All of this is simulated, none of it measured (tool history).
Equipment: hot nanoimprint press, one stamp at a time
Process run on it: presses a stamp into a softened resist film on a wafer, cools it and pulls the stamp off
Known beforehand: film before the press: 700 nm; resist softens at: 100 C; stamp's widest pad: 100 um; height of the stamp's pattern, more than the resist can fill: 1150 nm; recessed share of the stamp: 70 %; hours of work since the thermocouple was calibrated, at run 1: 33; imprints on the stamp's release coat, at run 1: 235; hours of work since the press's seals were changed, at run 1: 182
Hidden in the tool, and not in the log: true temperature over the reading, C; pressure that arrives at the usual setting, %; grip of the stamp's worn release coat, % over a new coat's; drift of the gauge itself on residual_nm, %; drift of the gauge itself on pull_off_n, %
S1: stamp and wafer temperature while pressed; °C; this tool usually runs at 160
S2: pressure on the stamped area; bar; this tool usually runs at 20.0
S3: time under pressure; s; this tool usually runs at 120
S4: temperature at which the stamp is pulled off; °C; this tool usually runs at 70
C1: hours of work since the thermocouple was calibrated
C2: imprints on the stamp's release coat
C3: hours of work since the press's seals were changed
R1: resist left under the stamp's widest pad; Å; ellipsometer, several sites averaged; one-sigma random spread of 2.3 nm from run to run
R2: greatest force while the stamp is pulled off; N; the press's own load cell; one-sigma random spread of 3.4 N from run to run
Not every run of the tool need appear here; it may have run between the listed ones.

run   hour   S1    S2   S3  S4   C1    C2   C3    R1   R2
  1    0.0  160  20.0  120  70   33   235  182  3760  162
  2   18.3  160  20.0  120  70   45   322  194  3734  165
  3   43.9  160  20.0  120  70   62   445  211  3674  167
  4   61.9  160  20.0  120  70   74   531  223  3724  169
  5   83.2  160  20.0  120  70   88   633  238  3715  157
  6  104.2  160  22.8  120  70  102   734  252  3504  158
  7  118.0  160  20.0   89  70  112   800  261  4073  166
  8  140.5  160  20.0  120  70  127   908  276  3738  167
  9  163.0  160  20.0  120  70  142  1016  291  3665  164
 10  180.9  160  20.0  120  70  154  1102  303  3725  156
 11  201.7  160  20.0  120  70  168  1201  317  3739  172
 12  217.4  160  20.0  120  70  178  1276  327  3699  166
 13  236.2  160  20.0  120  70  191  1366  340  3732  166
 14  248.4  160  20.0  120  70  199  1425  348  3748  167
 15  260.9  160  20.0  120  70  207  1485  357  3741  168
 16  282.2  159  23.8  138  69  222  1587  371  3408  175
 17  302.2  162  20.0  120  70  235  1683  384  3414  162
 18  327.1  162  20.0  120  70  252  1802  401  3381  165
 19  347.7  162  20.0  120  70  265  1901  415  3391  161
 20  359.6  169  13.5  186  70  273  1958  423  2670  167
 21  385.6  169  13.5  186  70  291  2083  440  2704  164
 22  412.2  160  13.1  120  70  309  2210  458  4551  167
 23  423.3  160  13.1  120  70  316  2263  465  4546  161
 24  442.2  160  20.0   90  72  329  2354  478  4072  157
 25  460.9  167  13.9   90  65  341  2443  490  3599  186
     469.5  -- plate thermocouple calibrated
     481.0  -- stamp cleaned and given a new release coat
 26  481.0  163  13.0  136  65    4     0  498  3891  179
 27  495.6  163  13.0  136  65   13    70  508  3915  179
 28  514.0  163  13.0  136  65   26   158  520  3923  183
 29  532.7  171  25.0  171  63   38   247  532  1764  186
 30  547.1  160  27.8  171  73   48   316  542  2776  157

How would selected steps in R2 from run to run divide? Give the signed amount a tool lacking its hidden state would still show from settings, what came in and random variation, and the signed amount left for the hidden state, including any gauge scatter that is not in both of the compared results.
Run 1 -> 2: nothing adjusted, nothing logged. R2 +3 N: hidden state +1, all else +2.
Run 2 -> 3: nothing adjusted, nothing logged. R2 +2 N: hidden state -1, all else +3.
Run 10 -> 11: nothing adjusted, nothing logged. R2 +16 N: hidden state +0, all else +16.
Run 24 -> 25: S1 160 -> 167, S2 20.0 -> 13.9, S4 72 -> 65. R2 +29 N: hidden state +1, all else +28.
Run 25 -> 26: S1 167 -> 163, S2 13.9 -> 13.0, S3 90 -> 136, plate thermocouple calibrated, stamp cleaned and given a new release coat. R2 -7 N: hidden state -4, all else -3.
Run 29 -> 30: S1 171 -> 160, S2 25.0 -> 27.8, S4 63 -> 73. R2 -29 N: hidden state -1, all else -28.

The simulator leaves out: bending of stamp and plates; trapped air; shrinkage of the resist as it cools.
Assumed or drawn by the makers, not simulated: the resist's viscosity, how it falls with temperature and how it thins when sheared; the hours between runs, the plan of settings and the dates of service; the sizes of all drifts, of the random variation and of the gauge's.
